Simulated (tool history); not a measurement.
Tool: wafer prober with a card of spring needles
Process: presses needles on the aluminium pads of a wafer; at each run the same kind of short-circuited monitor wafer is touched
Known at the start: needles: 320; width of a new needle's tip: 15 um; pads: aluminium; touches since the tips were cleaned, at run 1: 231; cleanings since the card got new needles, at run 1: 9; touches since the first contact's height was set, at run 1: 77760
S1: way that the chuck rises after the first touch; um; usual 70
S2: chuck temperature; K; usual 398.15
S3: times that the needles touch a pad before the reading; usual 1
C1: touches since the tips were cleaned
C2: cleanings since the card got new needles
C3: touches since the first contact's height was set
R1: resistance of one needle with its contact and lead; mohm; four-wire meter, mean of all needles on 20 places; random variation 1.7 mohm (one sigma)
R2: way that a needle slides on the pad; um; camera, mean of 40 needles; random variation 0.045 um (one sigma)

Run 1, day 0.000: usual settings; C1 231; C2 9; C3 77760. Result: R1 177 mohm, R2 13.02 um.
Run 2, day 0.467: usual settings; C1 5863; C2 9; C3 83392. Result: R1 228 mohm, R2 13.03 um.
At day 0.608: tips cleaned on abrasive film.
Run 3, day 1.008: usual settings but S1 76 um; C1 4856; C2 10; C3 89867. Result: R1 211 mohm, R2 14.15 um.
At day 1.267: tips cleaned on abrasive film.
Run 4, day 1.592: usual settings but S1 76 um; C1 3917; C2 11; C3 96848. Result: R1 207 mohm, R2 14.15 um.
At day 1.933: tips cleaned on abrasive film.
Run 5, day 2.054: usual settings but S1 76 um; C1 1457; C2 12; C3 102328. Result: R1 191 mohm, R2 14.14 um.
At day 2.608: tips cleaned on abrasive film.
Run 6, day 2.642: usual settings but S1 76 um; C1 443; C2 13; C3 109384. Result: R1 176 mohm, R2 14.17 um.
Run 7, day 3.088: usual settings but S1 76 um; C1 5814; C2 13; C3 114755. Result: R1 218 mohm, R2 14.08 um.
At day 3.225: tips cleaned on abrasive film.
Run 8, day 3.696: usual settings but S1 76 um; C1 5687; C2 14; C3 122033. Result: R1 220 mohm, R2 14.12 um.
At day 3.896: tips cleaned on abrasive film.
Run 9, day 4.208: usual settings but S1 76 um, S2 301.15 K; C1 3738; C2 15; C3 128114. Result: R1 196 mohm, R2 14.07 um.
At day 4.546: tips cleaned on abrasive film.
Run 10, day 4.604: usual settings but S1 53 um; C1 705; C2 16; C3 132864. Result: R1 201 mohm, R2 9.68 um.
Run 11, day 4.992: usual settings but S1 53 um; C1 5336; C2 16; C3 137495. Result: R1 258 mohm, R2 9.69 um.
At day 5.217: tips cleaned on abrasive film.
At day 5.229: height of the first contact set anew.
Run 12, day 5.358: usual settings but S2 331.15 K; C1 1565; C2 17; C3 1565. Result: R1 186 mohm, R2 13.16 um.
At day 5.875: tips cleaned on abrasive film.
Run 13, day 5.875: usual settings but S2 331.15 K; C1 0; C2 18; C3 7733. Result: R1 164 mohm, R2 13.26 um.
At day 6.508: tips cleaned on abrasive film.
Run 14, day 6.546: usual settings; C1 414; C2 19; C3 15728. Result: R1 178 mohm, R2 13.16 um.
Run 15, day 6.958: usual settings but S2 302.15 K; C1 5417; C2 19; C3 20731. Result: R1 216 mohm, R2 13.23 um.
At day 7.129: tips cleaned on abrasive film.
Run 16, day 7.617: usual settings but S2 302.15 K; C1 5838; C2 20; C3 28566. Result: R1 215 mohm, R2 13.18 um.
At day 7.750: tips cleaned on abrasive film.
Run 17, day 8.133: usual settings but S2 381.15 K; C1 4595; C2 21; C3 34737. Result: R1 218 mohm, R2 13.18 um.
At day 8.388: tips cleaned on abrasive film.
Run 18, day 8.725: usual settings but S1 61 um, S2 342.15 K, S3 2; C1 4063; C2 22; C3 41832. Result: R1 195 mohm, R2 11.43 um.
At day 9.062: tips cleaned on abrasive film.
Run 19, day 9.062: usual settings but S1 54 um, S2 310.15 K, S3 2; C1 0; C2 23; C3 45830. Result: R1 158 mohm, R2 10.09 um.
Run 20, day 9.558: usual settings but S2 350.15 K; C1 6005; C2 23; C3 51835. Result: R1 226 mohm, R2 13.05 um.
At day 9.733: tips cleaned on abrasive film.
Run 21, day 10.212: usual settings but S1 64 um, S2 368.15 K, S3 3; C1 5743; C2 24; C3 59619. Result: R1 190 mohm, R2 11.98 um.
At day 10.375: tips cleaned on abrasive film.
Run 22, day 10.950: usual settings but S1 64 um, S2 368.15 K, S3 3; C1 6875; C2 25; C3 68449. Result: R1 191 mohm, R2 11.94 um.
At day 10.996: tips cleaned on abrasive film.
Run 23, day 11.308: usual settings but S1 64 um, S2 368.15 K, S3 3; C1 3758; C2 26; C3 72727. Result: R1 186 mohm, R2 12.02 um.
At day 11.654: tips cleaned on abrasive film.
Run 24, day 11.717: usual settings but S1 64 um, S2 368.15 K, S3 3; C1 752; C2 27; C3 77602. Result: R1 172 mohm, R2 11.82 um.
Run 25, day 12.267: usual settings but S1 73 um, S2 327.15 K; C1 7356; C2 27; C3 84206. Result: R1 220 mohm, R2 13.66 um.
At day 12.317: tips cleaned on abrasive film.
Run 26, day 12.679: usual settings but S1 53 um, S2 311.15 K, S3 2; C1 4370; C2 28; C3 89142. Result: R1 208 mohm, R2 9.76 um.
At day 12.992: tips cleaned on abrasive film.
Run 27, day 13.467: usual settings but S1 60 um, S2 311.15 K, S3 2; C1 5712; C2 29; C3 98572. Result: R1 205 mohm, R2 11.05 um.
At day 13.629: tips cleaned on abrasive film.
Run 28, day 14.012: usual settings but S1 62 um, S2 337.15 K, S3 3; C1 4624; C2 30; C3 105096. Result: R1 188 mohm, R2 11.36 um.
At day 14.254: tips cleaned on abrasive film.
Run 29, day 14.421: usual settings but S1 65 um, S2 337.15 K, S3 3; C1 2022; C2 31; C3 109969. Result: R1 174 mohm, R2 11.97 um.
Run 30, day 14.821: usual settings but S1 55 um, S2 310.15 K; C1 6809; C2 31; C3 114756. Result: R1 266 mohm, R2 10.11 um.
At day 14.892: tips cleaned on abrasive film.
Run 31, day 15.442: usual settings but S3 2; C1 6613; C2 32; C3 122189. Result: R1 207 mohm, R2 12.85 um.
At day 15.558: tips cleaned on abrasive film.
Run 32, day 16.129: usual settings but S1 65 um, S2 383.15 K; C1 6873; C2 33; C3 130418. Result: R1 241 mohm, R2 11.89 um.

Forecast each of these 4 alternatives for the next run:
At day 16.196: tips cleaned on abrasive film.
Run A, day 16.671: usual settings but S2 299.15 K, S3 2; C1 5729; C2 34; C3 136908. Result: R1 ?, R2 ?.
At day 16.196: tips cleaned on abrasive film.
Run B, day 16.671: usual settings but S2 311.15 K, S3 3; C1 5729; C2 34; C3 136908. Result: R1 ?, R2 ?.
At day 16.196: tips cleaned on abrasive film.
Run C, day 16.671: usual settings but S1 71 um, S2 360.15 K; C1 5729; C2 34; C3 136908. Result: R1 ?, R2 ?.
At day 16.196: tips cleaned on abrasive film.
Run D, day 16.671: usual settings but S1 59 um, S2 372.15 K, S3 2; C1 5729; C2 34; C3 136908. Result: R1 ?, R2 ?.

run   R1     R2
  A  191  12.90
  B  180  12.77
  C  222  13.07
  D  216  10.77
Without the tool's hidden state the same runs would have given:
run   R1     R2
  A  149  13.28
  B  155  13.16
  C  161  13.46
  D  166  11.15
